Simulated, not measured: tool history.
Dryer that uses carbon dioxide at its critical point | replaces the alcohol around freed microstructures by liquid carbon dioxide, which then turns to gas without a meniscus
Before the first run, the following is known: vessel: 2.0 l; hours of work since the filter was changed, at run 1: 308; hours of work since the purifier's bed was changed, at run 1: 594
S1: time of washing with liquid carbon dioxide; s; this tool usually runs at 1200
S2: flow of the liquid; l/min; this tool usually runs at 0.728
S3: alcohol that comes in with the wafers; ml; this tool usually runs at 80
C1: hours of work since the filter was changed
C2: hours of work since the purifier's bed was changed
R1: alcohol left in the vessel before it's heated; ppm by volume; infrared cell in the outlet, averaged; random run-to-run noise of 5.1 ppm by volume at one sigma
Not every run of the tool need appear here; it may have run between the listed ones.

run 1 hour=0 | S1=1200 S2=0.728 S3=80 | C1=308 C2=594 | R1=130
run 2 hour=31.7 | S1=1200 S2=0.728 S3=80 | C1=321 C2=607 | R1=148
run 3 hour=68 | S1=1020 S2=0.728 S3=80 | C1=336 C2=622 | R1=272
run 4 hour=104.6 | S1=1020 S2=0.728 S3=80 | C1=351 C2=637 | R1=277
run 5 hour=134.2 | S1=1020 S2=0.728 S3=80 | C1=363 C2=649 | R1=288
run 6 hour=169.2 | S1=1020 S2=0.728 S3=80 | C1=378 C2=664 | R1=295
run 7 hour=202.6 | S1=1020 S2=0.728 S3=80 | C1=391 C2=677 | R1=296
run 8 hour=236.6 | S1=1020 S2=0.822 S3=80 | C1=405 C2=691 | R1=174
run 9 hour=260.1 | S1=1020 S2=0.822 S3=80 | C1=415 C2=701 | R1=178
run 10 hour=284.7 | S1=1020 S2=0.822 S3=80 | C1=425 C2=711 | R1=186
run 11 hour=311.6 | S1=1020 S2=0.822 S3=80 | C1=436 C2=722 | R1=185
run 12 hour=338.2 | S1=1020 S2=0.822 S3=80 | C1=447 C2=733 | R1=188
run 13 hour=357.5 | S1=1020 S2=0.822 S3=80 | C1=455 C2=741 | R1=200
run 14 hour=383.5 | S1=1200 S2=0.728 S3=80 | C1=466 C2=751 | R1=176
-- hour=397.5 inlet filter changed
run 15 hour=409.1 | S1=1200 S2=0.728 S3=80 | C1=5 C2=762 | R1=111
run 16 hour=425.5 | S1=1200 S2=0.728 S3=80 | C1=11 C2=768 | R1=113
run 17 hour=458.2 | S1=1200 S2=0.728 S3=80 | C1=25 C2=782 | R1=111
run 18 hour=491.3 | S1=1200 S2=0.728 S3=80 | C1=38 C2=795 | R1=113
run 19 hour=512.8 | S1=1200 S2=0.728 S3=80 | C1=47 C2=804 | R1=111
run 20 hour=538 | S1=1200 S2=0.863 S3=80 | C1=58 C2=814 | R1=74
run 21 hour=571.8 | S1=1200 S2=0.863 S3=80 | C1=71 C2=828 | R1=82
run 22 hour=597.7 | S1=1200 S2=0.863 S3=80 | C1=82 C2=839 | R1=72
run 23 hour=630.3 | S1=1200 S2=0.863 S3=80 | C1=95 C2=852 | R1=72
run 24 hour=661.3 | S1=1200 S2=0.728 S3=22 | C1=108 C2=865 | R1=64
run 25 hour=694.8 | S1=1200 S2=1.146 S3=52 | C1=122 C2=879 | R1=59
run 26 hour=718.1 | S1=900 S2=1.073 S3=27 | C1=131 C2=888 | R1=66
run 27 hour=753.4 | S1=1260 S2=0.458 S3=47 | C1=146 C2=903 | R1=425
run 28 hour=787.5 | S1=1140 S2=0.681 S3=54 | C1=160 C2=917 | R1=156
run 29 hour=804.2 | S1=1020 S2=0.87 S3=80 | C1=167 C2=923 | R1=125
run 30 hour=839.7 | S1=1200 S2=0.995 S3=98 | C1=181 C2=938 | R1=75
run 31 hour=869.6 | S1=1200 S2=1.159 S3=80 | C1=193 C2=950 | R1=64
run 32 hour=887.2 | S1=780 S2=0.535 S3=84 | C1=201 C2=957 | R1=2260
run 33 hour=912.2 | S1=780 S2=0.535 S3=84 | C1=211 C2=968 | R1=2272
run 34 hour=929.1 | S1=780 S2=0.535 S3=84 | C1=218 C2=975 | R1=2311
run 35 hour=954.5 | S1=1200 S2=1.104 S3=114 | C1=228 C2=985 | R1=74
run 36 hour=979.4 | S1=1440 S2=1.197 S3=80 | C1=238 C2=995 | R1=65
run 37 hour=1010 | S1=1380 S2=0.926 S3=31 | C1=251 C2=1008 | R1=65
run 38 hour=1033.7 | S1=1380 S2=0.926 S3=31 | C1=261 C2=1017 | R1=59
run 39 hour=1056.4 | S1=840 S2=0.792 S3=118 | C1=270 C2=1027 | R1=620
run 40 hour=1091.9 | S1=1260 S2=0.792 S3=53 | C1=285 C2=1041 | R1=95
run 41 hour=1108.6 | S1=780 S2=0.636 S3=34 | C1=291 C2=1048 | R1=613
run 42 hour=1144 | S1=1200 S2=0.743 S3=80 | C1=306 C2=1063 | R1=140
run 43 hour=1173.6 | S1=1200 S2=0.743 S3=80 | C1=318 C2=1075 | R1=157
run 44 hour=1193.6 | S1=1680 S2=0.728 S3=60 | C1=326 C2=1083 | R1=80
run 45 hour=1214.1 | S1=1140 S2=1.176 S3=37 | C1=335 C2=1091 | R1=66
run 46 hour=1242.8 | S1=1080 S2=1.094 S3=37 | C1=346 C2=1103 | R1=75

Consider 5 possible next runs. They are alternatives, not a sequence: every one starts from the tool as it was left by run 46. What does each give?
run A hour=1280.5 | S1=1140 S2=0.91 S3=33 | C1=362 C2=1119 | R1=?
run B hour=1280.5 | S1=1380 S2=0.694 S3=74 | C1=362 C2=1119 | R1=?
run C hour=1280.5 | S1=1200 S2=1.15 S3=80 | C1=362 C2=1119 | R1=?
run D hour=1280.5 | S1=1200 S2=1.18 S3=24 | C1=362 C2=1119 | R1=?
run E hour=1280.5 | S1=1080 S2=1.094 S3=45 | C1=362 C2=1119 | R1=?

run=A R1=83
run=B R1=110
run=C R1=82
run=D R1=71
run=E R1=75
With no hidden state in the tool, these same runs would have given:
run=A R1=9
run=B R1=21
run=C R1=14
run=D R1=3
run=E R1=7
